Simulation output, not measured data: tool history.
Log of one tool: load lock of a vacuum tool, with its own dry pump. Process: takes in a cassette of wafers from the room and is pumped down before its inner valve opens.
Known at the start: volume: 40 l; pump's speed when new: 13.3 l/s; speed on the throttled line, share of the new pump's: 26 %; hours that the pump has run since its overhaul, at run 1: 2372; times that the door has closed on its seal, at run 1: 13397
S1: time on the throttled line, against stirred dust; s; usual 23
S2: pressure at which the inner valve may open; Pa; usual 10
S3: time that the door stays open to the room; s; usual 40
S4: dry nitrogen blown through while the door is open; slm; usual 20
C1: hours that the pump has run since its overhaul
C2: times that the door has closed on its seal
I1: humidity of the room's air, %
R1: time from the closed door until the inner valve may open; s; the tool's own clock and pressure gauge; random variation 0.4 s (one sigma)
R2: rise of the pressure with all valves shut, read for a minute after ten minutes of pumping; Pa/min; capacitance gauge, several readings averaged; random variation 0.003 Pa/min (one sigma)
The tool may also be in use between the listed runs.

{"run": 1, "hour": 0.0, "S1": 23, "S2": 10, "S3": 40, "S4": 20, "C1": 2372, "C2": 13397, "I1": 46.1, "R1": 46.8, "R2": 0.046}
{"run": 2, "hour": 98.6, "S1": 23, "S2": 10, "S3": 40, "S4": 20, "C1": 2471, "C2": 13776, "I1": 43.4, "R1": 46.6, "R2": 0.05}
{"run": 3, "hour": 216.0, "S1": 23, "S2": 16, "S3": 40, "S4": 20, "C1": 2588, "C2": 14227, "I1": 44.6, "R1": 44.8, "R2": 0.052}
{"run": 4, "hour": 410.7, "S1": 23, "S2": 16, "S3": 40, "S4": 12, "C1": 2783, "C2": 14976, "I1": 47, "R1": 44.7, "R2": 0.062}
{"run": 5, "hour": 512.7, "S1": 23, "S2": 16, "S3": 40, "S4": 12, "C1": 2885, "C2": 15369, "I1": 42.5, "R1": 45.1, "R2": 0.059}
{"run": 6, "hour": 707.4, "S1": 23, "S2": 10, "S3": 200, "S4": 20, "C1": 3080, "C2": 16117, "I1": 43.2, "R1": 46.7, "R2": 0.089}
{"run": 7, "hour": 848.0, "S1": 23, "S2": 10, "S3": 40, "S4": 20, "C1": 3220, "C2": 16658, "I1": 42.8, "R1": 46.6, "R2": 0.057}
{"run": 8, "hour": 928.6, "S1": 19, "S2": 10, "S3": 40, "S4": 20, "C1": 3301, "C2": 16968, "I1": 48.3, "R1": 44.4, "R2": 0.053}
{"run": 9, "hour": 1101.6, "S1": 23, "S2": 10, "S3": 40, "S4": 7, "C1": 3474, "C2": 17634, "I1": 44.5, "R1": 47.1, "R2": 0.069}
{"run": 10, "hour": 1236.7, "S1": 23, "S2": 9, "S3": 40, "S4": 20, "C1": 3609, "C2": 18153, "I1": 48.5, "R1": 47.1, "R2": 0.06}
{"run": 11, "hour": 1356.0, "S1": 23, "S2": 9, "S3": 40, "S4": 20, "C1": 3728, "C2": 18612, "I1": 45.8, "R1": 46.5, "R2": 0.052}
{"run": 12, "hour": 1519.8, "S1": 23, "S2": 9, "S3": 40, "S4": 20, "C1": 3892, "C2": 19242, "I1": 45.7, "R1": 47.5, "R2": 0.055}
{"run": 13, "hour": 1636.9, "S1": 23, "S2": 9, "S3": 40, "S4": 20, "C1": 4009, "C2": 19692, "I1": 49.3, "R1": 47.3, "R2": 0.062}
{"run": 14, "hour": 1725.8, "S1": 23, "S2": 9, "S3": 40, "S4": 20, "C1": 4098, "C2": 20034, "I1": 42.9, "R1": 46.6, "R2": 0.06}
{"run": 15, "hour": 1845.5, "S1": 23, "S2": 10, "S3": 127, "S4": 20, "C1": 4218, "C2": 20495, "I1": 47.3, "R1": 46.6, "R2": 0.092}
{"run": 16, "hour": 2023.3, "S1": 23, "S2": 10, "S3": 127, "S4": 20, "C1": 4396, "C2": 21178, "I1": 45.3, "R1": 46.9, "R2": 0.088}
{"run": 17, "hour": 2147.3, "S1": 23, "S2": 10, "S3": 127, "S4": 20, "C1": 4520, "C2": 21655, "I1": 44.4, "R1": 47.2, "R2": 0.086}
{"run": 18, "hour": 2263.2, "S1": 23, "S2": 10, "S3": 127, "S4": 20, "C1": 4636, "C2": 22101, "I1": 47, "R1": 47.3, "R2": 0.088}
{"run": 19, "hour": 2430.1, "S1": 23, "S2": 10, "S3": 127, "S4": 20, "C1": 4802, "C2": 22743, "I1": 45.9, "R1": 47.1, "R2": 0.089}
{"run": 20, "hour": 2586.5, "S1": 26, "S2": 9, "S3": 32, "S4": 39, "C1": 4959, "C2": 23344, "I1": 45, "R1": 49.5, "R2": 0.053}
{"run": 21, "hour": 2674.1, "S1": 26, "S2": 9, "S3": 32, "S4": 39, "C1": 5046, "C2": 23681, "I1": 41.1, "R1": 49, "R2": 0.054}
{"run": 22, "hour": 2765.7, "S1": 17, "S2": 10, "S3": 40, "S4": 30, "C1": 5138, "C2": 24034, "I1": 44.3, "R1": 43, "R2": 0.059}
{"run": 23, "hour": 2867.6, "S1": 17, "S2": 10, "S3": 44, "S4": 30, "C1": 5240, "C2": 24426, "I1": 47.5, "R1": 42.5, "R2": 0.063}
{"run": 24, "hour": 3014.5, "S1": 17, "S2": 10, "S3": 44, "S4": 30, "C1": 5387, "C2": 24990, "I1": 44.2, "R1": 43.7, "R2": 0.064}
{"run": 25, "hour": 3126.3, "S1": 17, "S2": 10, "S3": 44, "S4": 30, "C1": 5499, "C2": 25421, "I1": 45, "R1": 42.9, "R2": 0.058}
{"run": 26, "hour": 3212.5, "S1": 17, "S2": 10, "S3": 35, "S4": 10, "C1": 5585, "C2": 25752, "I1": 45.7, "R1": 43.4, "R2": 0.078}
{"run": 27, "hour": 3359.1, "S1": 29, "S2": 16, "S3": 35, "S4": 8, "C1": 5731, "C2": 26316, "I1": 47.5, "R1": 50.6, "R2": 0.085}
{"run": 28, "hour": 3446.4, "S1": 13, "S2": 7, "S3": 35, "S4": 8, "C1": 5819, "C2": 26652, "I1": 45.2, "R1": 42.1, "R2": 0.082}
{"run": 29, "hour": 3622.2, "S1": 13, "S2": 7, "S3": 35, "S4": 8, "C1": 5995, "C2": 27328, "I1": 43.4, "R1": 41.5, "R2": 0.086}
{"run": 30, "hour": 3747.2, "S1": 30, "S2": 7, "S3": 43, "S4": 8, "C1": 6120, "C2": 27808, "I1": 47.1, "R1": 54.2, "R2": 0.088}
{"run": 31, "hour": 3938.7, "S1": 30, "S2": 7, "S3": 43, "S4": 8, "C1": 6311, "C2": 28545, "I1": 46.6, "R1": 54.6, "R2": 0.093}
{"run": 32, "hour": 4111.3, "S1": 44, "S2": 13, "S3": 154, "S4": 14, "C1": 6484, "C2": 29209, "I1": 47.2, "R1": 61.4, "R2": 0.115}
{"run": 33, "hour": 4252.0, "S1": 44, "S2": 13, "S3": 154, "S4": 14, "C1": 6624, "C2": 29750, "I1": 46.4, "R1": 62.2, "R2": 0.121}
{"run": 34, "hour": 4399.9, "S1": 44, "S2": 13, "S3": 154, "S4": 14, "C1": 6772, "C2": 30319, "I1": 43.7, "R1": 62.3, "R2": 0.122}
{"run": 35, "hour": 4554.2, "S1": 13, "S2": 13, "S3": 66, "S4": 7, "C1": 6927, "C2": 30913, "I1": 44, "R1": 39.4, "R2": 0.105}
{"run": 36, "hour": 4704.4, "S1": 13, "S2": 13, "S3": 66, "S4": 7, "C1": 7077, "C2": 31490, "I1": 45.9, "R1": 40.8, "R2": 0.102}

Forecast each of these 4 alternatives for the next run:
{"run": "A", "hour": 4808.4, "S1": 29, "S2": 10, "S3": 27, "S4": 29, "C1": 7181, "C2": 31890, "I1": 46.1, "R1": "?", "R2": "?"}
{"run": "B", "hour": 4808.4, "S1": 23, "S2": 10, "S3": 126, "S4": 20, "C1": 7181, "C2": 31890, "I1": 46.6, "R1": "?", "R2": "?"}
{"run": "C", "hour": 4808.4, "S1": 21, "S2": 13, "S3": 33, "S4": 7, "C1": 7181, "C2": 31890, "I1": 42.6, "R1": "?", "R2": "?"}
{"run": "D", "hour": 4808.4, "S1": 13, "S2": 13, "S3": 217, "S4": 7, "C1": 7181, "C2": 31890, "I1": 42.8, "R1": "?", "R2": "?"}

run=A R1=52 R2=0.078
run=B R1=48.7 R2=0.113
run=C R1=45.4 R2=0.087
run=D R1=41.1 R2=0.15
Without the tool's hidden state the same runs would have given:
run=A R1=49.1 R2=0.026
run=B R1=45.5 R2=0.061
run=C R1=42.2 R2=0.035
run=D R1=37.6 R2=0.098

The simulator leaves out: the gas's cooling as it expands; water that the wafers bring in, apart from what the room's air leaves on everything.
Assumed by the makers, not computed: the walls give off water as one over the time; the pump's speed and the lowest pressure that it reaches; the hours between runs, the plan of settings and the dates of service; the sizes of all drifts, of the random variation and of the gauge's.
